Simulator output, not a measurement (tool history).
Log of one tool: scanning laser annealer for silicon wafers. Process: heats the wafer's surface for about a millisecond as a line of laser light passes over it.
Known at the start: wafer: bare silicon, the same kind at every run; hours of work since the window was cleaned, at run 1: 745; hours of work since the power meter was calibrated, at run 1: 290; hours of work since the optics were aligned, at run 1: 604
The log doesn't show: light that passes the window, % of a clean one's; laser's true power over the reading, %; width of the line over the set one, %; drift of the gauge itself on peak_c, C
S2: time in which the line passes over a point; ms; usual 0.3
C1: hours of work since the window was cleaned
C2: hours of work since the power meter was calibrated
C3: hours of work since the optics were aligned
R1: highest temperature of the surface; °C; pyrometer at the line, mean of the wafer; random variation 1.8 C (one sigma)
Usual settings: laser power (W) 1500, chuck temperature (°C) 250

run 1 hour=0 | laser_power_(W)=1500 S2=0.3 chuck_temperature_(°C)=250 | C1=745 C2=290 C3=604 | R1=974
run 2 hour=11.6 | laser_power_(W)=1500 S2=0.3 chuck_temperature_(°C)=250 | C1=752 C2=296 C3=610 | R1=980
run 3 hour=22.7 | laser_power_(W)=1500 S2=0.3 chuck_temperature_(°C)=250 | C1=758 C2=302 C3=616 | R1=974
run 4 hour=29.4 | laser_power_(W)=1500 S2=0.3 chuck_temperature_(°C)=250 | C1=761 C2=306 C3=619 | R1=974
run 5 hour=35.5 | laser_power_(W)=1500 S2=0.3 chuck_temperature_(°C)=250 | C1=764 C2=309 C3=623 | R1=974
run 6 hour=43.2 | laser_power_(W)=1500 S2=0.3 chuck_temperature_(°C)=250 | C1=769 C2=313 C3=627 | R1=973
run 7 hour=56.9 | laser_power_(W)=1500 S2=0.315 chuck_temperature_(°C)=250 | C1=776 C2=321 C3=634 | R1=994
run 8 hour=69.1 | laser_power_(W)=1500 S2=0.3 chuck_temperature_(°C)=250 | C1=782 C2=327 C3=641 | R1=976
run 9 hour=82.3 | laser_power_(W)=1500 S2=0.3 chuck_temperature_(°C)=252 | C1=789 C2=334 C3=648 | R1=976
run 10 hour=96.8 | laser_power_(W)=1500 S2=0.3 chuck_temperature_(°C)=252 | C1=797 C2=342 C3=655 | R1=974
run 11 hour=110.2 | laser_power_(W)=1500 S2=0.3 chuck_temperature_(°C)=252 | C1=804 C2=349 C3=663 | R1=978
run 12 hour=117.5 | laser_power_(W)=1500 S2=0.3 chuck_temperature_(°C)=252 | C1=808 C2=353 C3=667 | R1=980
-- hour=123.6 optics aligned, line set to its width
run 13 hour=130.9 | laser_power_(W)=1500 S2=0.3 chuck_temperature_(°C)=252 | C1=813 C2=358 C3=4 | R1=972
run 14 hour=142.9 | laser_power_(W)=1500 S2=0.3 chuck_temperature_(°C)=250 | C1=819 C2=364 C3=10 | R1=971
-- hour=152.3 optics aligned, line set to its width, once more
run 15 hour=157.4 | laser_power_(W)=1286 S2=0.3 chuck_temperature_(°C)=250 | C1=824 C2=369 C3=3 | R1=875
run 16 hour=167.1 | laser_power_(W)=1286 S2=0.3 chuck_temperature_(°C)=249 | C1=830 C2=374 C3=8 | R1=875
run 17 hour=181.3 | laser_power_(W)=1286 S2=0.216 chuck_temperature_(°C)=249 | C1=837 C2=382 C3=16 | R1=773
run 18 hour=191.9 | laser_power_(W)=1286 S2=0.216 chuck_temperature_(°C)=249 | C1=843 C2=388 C3=21 | R1=768
run 19 hour=203 | laser_power_(W)=1286 S2=0.216 chuck_temperature_(°C)=249 | C1=849 C2=394 C3=27 | R1=769
run 20 hour=216.3 | laser_power_(W)=1286 S2=0.216 chuck_temperature_(°C)=249 | C1=856 C2=401 C3=34 | R1=766
run 21 hour=229.6 | laser_power_(W)=1500 S2=0.213 chuck_temperature_(°C)=259 | C1=863 C2=408 C3=41 | R1=860
run 22 hour=242.9 | laser_power_(W)=1297 S2=0.3 chuck_temperature_(°C)=256 | C1=870 C2=415 C3=49 | R1=886
run 23 hour=254.6 | laser_power_(W)=1297 S2=0.3 chuck_temperature_(°C)=256 | C1=876 C2=421 C3=55 | R1=884
run 24 hour=267.5 | laser_power_(W)=1297 S2=0.339 chuck_temperature_(°C)=256 | C1=883 C2=428 C3=62 | R1=929
run 25 hour=275.9 | laser_power_(W)=1425 S2=0.318 chuck_temperature_(°C)=266 | C1=888 C2=433 C3=66 | R1=982
run 26 hour=287.6 | laser_power_(W)=1281 S2=0.318 chuck_temperature_(°C)=278 | C1=894 C2=439 C3=72 | R1=917
run 27 hour=296.3 | laser_power_(W)=1281 S2=0.318 chuck_temperature_(°C)=278 | C1=899 C2=444 C3=77 | R1=919
run 28 hour=302.8 | laser_power_(W)=1500 S2=0.215 chuck_temperature_(°C)=287 | C1=902 C2=447 C3=81 | R1=893
-- hour=306.5 window over the wafer cleaned
run 29 hour=318.3 | laser_power_(W)=1500 S2=0.215 chuck_temperature_(°C)=287 | C1=6 C2=454 C3=88 | R1=903
run 30 hour=330.7 | laser_power_(W)=1351 S2=0.3 chuck_temperature_(°C)=210 | C1=13 C2=461 C3=94 | R1=878
run 31 hour=337.3 | laser_power_(W)=1639 S2=0.265 chuck_temperature_(°C)=250 | C1=16 C2=464 C3=98 | R1=1009
run 32 hour=348.7 | laser_power_(W)=1456 S2=0.335 chuck_temperature_(°C)=250 | C1=23 C2=471 C3=104 | R1=1017
run 33 hour=358 | laser_power_(W)=1456 S2=0.335 chuck_temperature_(°C)=222 | C1=28 C2=476 C3=109 | R1=986
run 34 hour=364.7 | laser_power_(W)=1456 S2=0.335 chuck_temperature_(°C)=222 | C1=31 C2=479 C3=113 | R1=986
run 35 hour=373.8 | laser_power_(W)=1456 S2=0.335 chuck_temperature_(°C)=222 | C1=36 C2=484 C3=118 | R1=987
run 36 hour=381 | laser_power_(W)=1500 S2=0.297 chuck_temperature_(°C)=250 | C1=40 C2=488 C3=121 | R1=987
run 37 hour=394.6 | laser_power_(W)=1459 S2=0.246 chuck_temperature_(°C)=228 | C1=47 C2=495 C3=129 | R1=872
run 38 hour=402.8 | laser_power_(W)=1500 S2=0.285 chuck_temperature_(°C)=283 | C1=52 C2=499 C3=133 | R1=1004
run 39 hour=416.2 | laser_power_(W)=1500 S2=0.285 chuck_temperature_(°C)=283 | C1=59 C2=507 C3=140 | R1=1002
run 40 hour=423.1 | laser_power_(W)=1500 S2=0.285 chuck_temperature_(°C)=283 | C1=62 C2=510 C3=144 | R1=1003

Measured less the same run without the tool's hidden state. The same run-to-run variation is in both; the gauge's scatter may not be:
run=1 R1=-19
run=2 R1=-19
run=3 R1=-20
run=4 R1=-20
run=5 R1=-20
run=6 R1=-20
run=7 R1=-21
run=8 R1=-20
run=9 R1=-20
run=10 R1=-21
run=11 R1=-21
run=12 R1=-21
run=13 R1=-24
run=14 R1=-23
run=15 R1=-15
run=16 R1=-15
run=17 R1=-13
run=18 R1=-12
run=19 R1=-12
run=20 R1=-13
run=21 R1=-14
run=22 R1=-16
run=23 R1=-16
run=24 R1=-17
run=25 R1=-18
run=26 R1=-16
run=27 R1=-16
run=28 R1=-16
run=29 R1=-2
run=30 R1=-2
run=31 R1=-3
run=32 R1=-4
run=33 R1=-3
run=34 R1=-4
run=35 R1=-4
run=36 R1=-4
run=37 R1=-3
run=38 R1=-3
run=39 R1=-5
run=40 R1=-4

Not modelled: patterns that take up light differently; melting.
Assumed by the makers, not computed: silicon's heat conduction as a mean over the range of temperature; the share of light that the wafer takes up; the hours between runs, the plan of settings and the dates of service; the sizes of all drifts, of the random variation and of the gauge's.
